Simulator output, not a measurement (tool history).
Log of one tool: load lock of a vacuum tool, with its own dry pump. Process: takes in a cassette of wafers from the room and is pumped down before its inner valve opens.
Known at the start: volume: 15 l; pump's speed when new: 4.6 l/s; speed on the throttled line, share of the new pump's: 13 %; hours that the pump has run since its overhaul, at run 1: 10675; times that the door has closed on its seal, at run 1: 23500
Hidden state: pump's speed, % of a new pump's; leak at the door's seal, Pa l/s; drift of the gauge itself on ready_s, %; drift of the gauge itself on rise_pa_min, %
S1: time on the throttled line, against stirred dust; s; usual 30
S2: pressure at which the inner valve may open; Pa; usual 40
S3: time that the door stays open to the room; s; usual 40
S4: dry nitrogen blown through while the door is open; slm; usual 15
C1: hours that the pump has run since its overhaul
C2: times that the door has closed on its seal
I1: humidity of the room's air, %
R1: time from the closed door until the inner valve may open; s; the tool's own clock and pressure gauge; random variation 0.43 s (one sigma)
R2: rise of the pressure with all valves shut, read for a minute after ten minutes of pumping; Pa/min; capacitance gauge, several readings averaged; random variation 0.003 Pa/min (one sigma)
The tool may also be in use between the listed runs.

run	hour	S1	S2	S3	S4	C1	C2	I1	R1	R2
1	0	30	40	40	15	10675	23500	45.8	56.1	0.289
2	186.8	30	40	40	15	10862	23887	40.9	57.9	0.296
3	453.6	30	40	40	15	11129	24439	50.9	57.3	0.311
4	795.3	30	40	40	15	11470	25147	43.9	56.7	0.324
5	1137.2	30	40	40	15	11812	25855	42.3	57.5	0.332
6	1350.5	30	40	40	15	12026	26297	45.4	58.3	0.352
7	1695.2	30	40	40	15	12370	27011	46.7	57.3	0.362
8	2034.3	25	40	40	15	12709	27713	48.4	53.8	0.383
9	2419.5	25	40	40	15	13095	28511	42.2	54.9	0.396
10	2704.8	25	40	40	15	13380	29102	45.2	53.6	0.4
# hour 2975: dry pump taken out, an overhauled one fitted
11	3010.5	25	40	40	15	35	29723	45.2	47.3	0.412
12	3227.3	30	40	40	9	252	30172	45.3	51.3	0.429
13	3434.7	30	40	40	9	460	30601	43.4	51.7	0.445
14	3691.1	30	40	40	18	716	31132	44.5	51.1	0.449
15	4002	55	40	40	15	1027	31776	44.5	73.9	0.453
16	4174.5	55	40	40	15	1199	32134	46.4	73.5	0.476
17	4524.2	30	34	40	15	1549	32858	45.4	52.5	0.488
18	4900.3	30	34	40	15	1925	33637	44.7	51.8	0.51
19	5121.4	30	34	40	15	2146	34095	41.8	52.3	0.518
20	5333.5	30	34	40	15	2358	34534	46.3	52.7	0.522
21	5685.2	60	29	50	15	2710	35263	46.8	79.3	0.547
22	5946.5	43	54	35	11	2972	35804	44.4	62.3	0.547
23	6316.4	41	40	40	27	3341	36570	46.2	62.3	0.569
24	6610.1	30	53	40	37	3635	37178	43.2	51.8	0.584
25	6849.4	30	53	40	37	3874	37674	41.3	52.2	0.598
26	7102.9	30	53	40	20	4128	38199	42.7	51.6	0.613
27	7300.6	30	53	40	20	4326	38609	41.7	52.9	0.634
28	7455.7	51	53	40	5	4481	38930	45.7	70	0.657
29	7744.1	51	53	40	5	4769	39527	41.6	70.5	0.648
# hour 7936.2: door's seal changed, seat wiped
30	8089.2	52	40	40	4	5113	317	45.7	71.6	0.041
31	8259.9	52	40	66	5	5283	671	42.7	70.8	0.061
32	8593.3	52	40	66	9	5617	1361	49.1	72.5	0.059
33	8860.6	46	30	224	8	5884	1915	42.5	69.7	0.113
34	9043.7	17	37	67	8	6067	2294	47.5	43.2	0.065
35	9362	41	28	44	8	6386	2953	49.1	64.2	0.059
36	9746.8	41	68	44	8	6770	3750	47.2	62	0.064
37	10036	48	56	88	40	7060	4349	44.7	68.7	0.055

Measured less the same run without the tool's hidden state. The same run-to-run variation is in both; the gauge's scatter may not be:
run	R1	R2
1	+5.2	+0.252
2	+5.4	+0.263
3	+5.5	+0.276
4	+5.7	+0.289
5	+6	+0.305
6	+6.2	+0.316
7	+6.2	+0.324
8	+6.7	+0.34
9	+7	+0.361
10	+7.1	+0.367
11	-0.3	+0.377
12	-0.2	+0.389
13	-0.2	+0.402
14	-0.1	+0.413
15	+0.1	+0.417
16	+0.1	+0.439
17	+0.3	+0.454
18	+0.5	+0.468
19	+0.5	+0.481
20	+0.6	+0.484
21	+0.7	+0.505
22	+0.8	+0.516
23	+1	+0.545
24	+1.1	+0.562
25	+1.2	+0.573
26	+1.3	+0.583
27	+1.5	+0.599
28	+1.3	+0.609
29	+1.4	+0.611
30	+1.6	+0
31	+1.7	+0.001
32	+1.9	+0.005
33	+2.1	+0.008
34	+2.6	+0.01
35	+2.4	+0.014
36	+2.3	+0.019
37	+2.4	+0.023
